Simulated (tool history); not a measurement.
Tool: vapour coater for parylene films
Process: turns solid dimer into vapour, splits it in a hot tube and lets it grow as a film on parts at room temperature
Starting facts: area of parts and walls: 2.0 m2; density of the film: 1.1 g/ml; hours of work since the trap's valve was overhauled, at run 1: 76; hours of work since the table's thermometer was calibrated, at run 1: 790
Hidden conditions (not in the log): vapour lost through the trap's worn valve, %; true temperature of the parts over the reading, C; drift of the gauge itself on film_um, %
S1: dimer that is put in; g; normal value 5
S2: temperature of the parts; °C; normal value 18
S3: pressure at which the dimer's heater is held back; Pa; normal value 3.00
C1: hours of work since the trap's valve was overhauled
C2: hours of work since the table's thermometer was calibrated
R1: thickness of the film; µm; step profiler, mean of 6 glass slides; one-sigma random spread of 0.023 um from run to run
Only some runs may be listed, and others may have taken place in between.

run	day	S1	S2	S3	C1	C2	R1
1	0.000	5	18	3.00	76	790	1.28
2	0.921	5	18	3.20	92	806	1.28
3	1.962	5	18	3.00	110	824	1.26
4	2.646	5	18	3.00	122	836	1.26
5	3.708	5	18	5.02	140	855	1.14
6	5.046	5	18	5.02	164	878	1.13
7	5.617	5	18	5.02	174	888	1.11
8	6.642	5	18	2.36	191	906	1.33
9	7.854	5	18	2.36	213	927	1.30
10	8.821	5	19	2.36	229	944	1.23
11	9.717	5	19	2.36	245	960	1.21
12	11.104	5	19	2.36	269	984	1.25
13	12.225	5	19	2.36	289	1003	1.18
14	12.842	5	19	2.36	300	1014	1.21
15	13.438	5	19	2.36	310	1024	1.19
16	14.342	5	18	3.00	326	1040	1.16
17	14.983	5	18	3.00	337	1051	1.17
18	15.792	5	18	3.00	351	1066	1.16
19	16.596	5	18	3.00	365	1079	1.15
# day 17.854: trap's valve overhauled
20	17.988	3	11	3.00	2	1101	1.02
21	19.175	4	18	3.00	23	1122	1.02
22	20.246	4	18	8.94	42	1140	0.78
23	20.992	5	17	3.00	55	1153	1.37
24	21.658	5	25	3.00	66	1165	0.99
25	23.033	5	19	3.00	90	1189	1.26
26	24.304	6	11	9.48	112	1211	1.51
27	25.321	5	25	6.24	130	1229	0.77
28	26.321	5	25	6.24	148	1246	0.84
29	27.371	5	25	6.24	166	1264	0.76
30	28.517	2	18	5.89	186	1284	0.44
31	29.079	4	12	9.49	196	1294	0.93
32	30.442	3	21	11.33	219	1318	0.48
33	31.058	5	21	2.42	230	1329	1.14
34	31.862	5	21	4.87	244	1343	0.92

For each entry between runs, how does the tool's hidden state at the last listed run before it compare with that at the first listed run after it?
Run 19 -> run 20: trap's valve overhauled (day 17.854)
  vapour lost through the trap's worn valve, %: 12.8 -> 0.2; true temperature of the parts over the reading, C: 0.71 -> 0.73
  what was measured, less what the result would be without the hidden state, R1: -0.20 -> -0.04 µm

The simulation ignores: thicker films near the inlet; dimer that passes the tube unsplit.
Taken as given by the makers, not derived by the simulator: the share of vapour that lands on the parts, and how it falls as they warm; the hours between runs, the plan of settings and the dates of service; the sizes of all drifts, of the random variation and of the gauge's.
